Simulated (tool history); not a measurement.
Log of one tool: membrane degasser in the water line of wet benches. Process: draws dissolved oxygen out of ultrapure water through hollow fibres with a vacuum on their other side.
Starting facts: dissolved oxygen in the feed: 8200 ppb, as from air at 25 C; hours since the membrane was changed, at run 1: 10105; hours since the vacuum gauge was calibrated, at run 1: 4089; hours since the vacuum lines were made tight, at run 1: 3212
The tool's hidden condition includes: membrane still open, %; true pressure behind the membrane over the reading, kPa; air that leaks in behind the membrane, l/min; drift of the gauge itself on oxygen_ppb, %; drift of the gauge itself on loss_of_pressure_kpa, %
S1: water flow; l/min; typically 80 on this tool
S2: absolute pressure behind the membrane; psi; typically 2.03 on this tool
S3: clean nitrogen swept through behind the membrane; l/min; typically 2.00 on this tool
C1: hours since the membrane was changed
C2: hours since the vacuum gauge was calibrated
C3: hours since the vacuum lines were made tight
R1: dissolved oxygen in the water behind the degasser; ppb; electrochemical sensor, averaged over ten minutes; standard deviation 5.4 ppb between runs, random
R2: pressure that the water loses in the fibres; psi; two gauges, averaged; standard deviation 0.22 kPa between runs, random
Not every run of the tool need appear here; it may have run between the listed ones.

{"run": 1, "hour": 0.0, "S1": 80, "S2": 2.03, "S3": 2.0, "C1": 10105, "C2": 4089, "C3": 3212, "R1": 847.1, "R2": 8.695}
{"run": 2, "hour": 205.4, "S1": 80, "S2": 2.03, "S3": 2.0, "C1": 10311, "C2": 4295, "C3": 3417, "R1": 862.4, "R2": 8.708}
{"hour": 287.3, "done": "membrane cartridge changed"}
{"run": 3, "hour": 337.9, "S1": 80, "S2": 2.03, "S3": 2.0, "C1": 51, "C2": 4423, "C3": 3546, "R1": 838.5, "R2": 8.083}
{"run": 4, "hour": 460.9, "S1": 120, "S2": 2.03, "S3": 2.0, "C1": 174, "C2": 4546, "C3": 3669, "R1": 1145.7, "R2": 12.145}
{"run": 5, "hour": 576.2, "S1": 120, "S2": 2.03, "S3": 2.0, "C1": 289, "C2": 4662, "C3": 3784, "R1": 1140.1, "R2": 12.196}
{"run": 6, "hour": 847.4, "S1": 80, "S2": 1.45, "S3": 2.0, "C1": 560, "C2": 4933, "C3": 4055, "R1": 568.3, "R2": 8.058}
{"run": 7, "hour": 1019.6, "S1": 80, "S2": 2.42, "S3": 2.0, "C1": 732, "C2": 5105, "C3": 4227, "R1": 1020.4, "R2": 8.073}
{"run": 8, "hour": 1184.2, "S1": 80, "S2": 2.42, "S3": 2.0, "C1": 897, "C2": 5270, "C3": 4392, "R1": 1010.2, "R2": 8.083}
{"run": 9, "hour": 1368.2, "S1": 80, "S2": 2.42, "S3": 2.0, "C1": 1081, "C2": 5454, "C3": 4576, "R1": 1033.8, "R2": 8.131}
{"run": 10, "hour": 1505.4, "S1": 80, "S2": 2.03, "S3": 5.84, "C1": 1218, "C2": 5591, "C3": 4713, "R1": 371.7, "R2": 8.154}
{"run": 11, "hour": 1636.9, "S1": 80, "S2": 2.03, "S3": 2.9, "C1": 1350, "C2": 5722, "C3": 4845, "R1": 649.6, "R2": 8.112}
{"run": 12, "hour": 1830.4, "S1": 80, "S2": 2.03, "S3": 2.9, "C1": 1543, "C2": 5916, "C3": 5038, "R1": 644.0, "R2": 8.157}
{"run": 13, "hour": 1997.3, "S1": 80, "S2": 2.03, "S3": 2.0, "C1": 1710, "C2": 6083, "C3": 5205, "R1": 853.2, "R2": 8.203}
{"run": 14, "hour": 2170.7, "S1": 49, "S2": 2.03, "S3": 2.0, "C1": 1883, "C2": 6256, "C3": 5379, "R1": 566.6, "R2": 5.034}
{"run": 15, "hour": 2331.6, "S1": 49, "S2": 2.03, "S3": 2.0, "C1": 2044, "C2": 6417, "C3": 5539, "R1": 567.1, "R2": 4.943}
{"hour": 2452.2, "done": "seals of the vacuum lines changed"}
{"run": 16, "hour": 2511.1, "S1": 49, "S2": 1.35, "S3": 2.0, "C1": 2222, "C2": 6595, "C3": 59, "R1": 343.6, "R2": 5.049}
{"run": 17, "hour": 2642.3, "S1": 122, "S2": 1.35, "S3": 2.0, "C1": 2353, "C2": 6726, "C3": 190, "R1": 737.1, "R2": 12.536}
{"run": 18, "hour": 2828.0, "S1": 122, "S2": 1.35, "S3": 2.0, "C1": 2539, "C2": 6911, "C3": 376, "R1": 744.6, "R2": 12.546}
{"run": 19, "hour": 3092.2, "S1": 85, "S2": 2.34, "S3": 1.43, "C1": 2803, "C2": 7176, "C3": 640, "R1": 1310.9, "R2": 8.739}
{"run": 20, "hour": 3287.5, "S1": 81, "S2": 2.03, "S3": 0.86, "C1": 2998, "C2": 7371, "C3": 835, "R1": 1505.1, "R2": 8.38}
{"run": 21, "hour": 3445.8, "S1": 80, "S2": 2.02, "S3": 2.0, "C1": 3157, "C2": 7529, "C3": 994, "R1": 847.1, "R2": 8.277}
{"run": 22, "hour": 3604.9, "S1": 120, "S2": 2.02, "S3": 2.0, "C1": 3316, "C2": 7688, "C3": 1153, "R1": 1166.5, "R2": 12.459}
{"run": 23, "hour": 3761.0, "S1": 85, "S2": 2.03, "S3": 4.82, "C1": 3472, "C2": 7844, "C3": 1309, "R1": 464.0, "R2": 8.83}
{"hour": 3775.1, "done": "vacuum gauge calibrated"}
{"run": 24, "hour": 4000.5, "S1": 85, "S2": 2.03, "S3": 4.82, "C1": 3711, "C2": 225, "C3": 1548, "R1": 476.3, "R2": 8.754}
{"run": 25, "hour": 4163.0, "S1": 51, "S2": 4.84, "S3": 1.02, "C1": 3873, "C2": 388, "C3": 1710, "R1": 2270.0, "R2": 5.29}
{"run": 26, "hour": 4319.6, "S1": 80, "S2": 1.77, "S3": 2.28, "C1": 4030, "C2": 544, "C3": 1867, "R1": 680.3, "R2": 8.299}
{"run": 27, "hour": 4504.2, "S1": 64, "S2": 2.03, "S3": 2.0, "C1": 4214, "C2": 729, "C3": 2051, "R1": 727.1, "R2": 6.664}
{"run": 28, "hour": 4766.7, "S1": 121, "S2": 1.75, "S3": 4.55, "C1": 4477, "C2": 992, "C3": 2314, "R1": 589.3, "R2": 12.54}
{"hour": 4803.2, "done": "vacuum gauge calibrated, once more"}
{"run": 29, "hour": 5027.7, "S1": 121, "S2": 1.75, "S3": 4.55, "C1": 4737, "C2": 225, "C3": 2574, "R1": 562.1, "R2": 12.653}

Run 30, settings as shown, results not yet in. Your forecast:
{"run": 30, "hour": 5259.2, "S1": 80, "S2": 4.87, "S3": 1.37, "C1": 4969, "C2": 456, "C3": 2806, "R1": "?", "R2": "?"}

R1: 2495.6 ppb
R2: 8.424 psi
With the hidden condition absent and the run-to-run variation left alone, this run would have shown R1 2489.2 ppb, R2 8.122 psi.
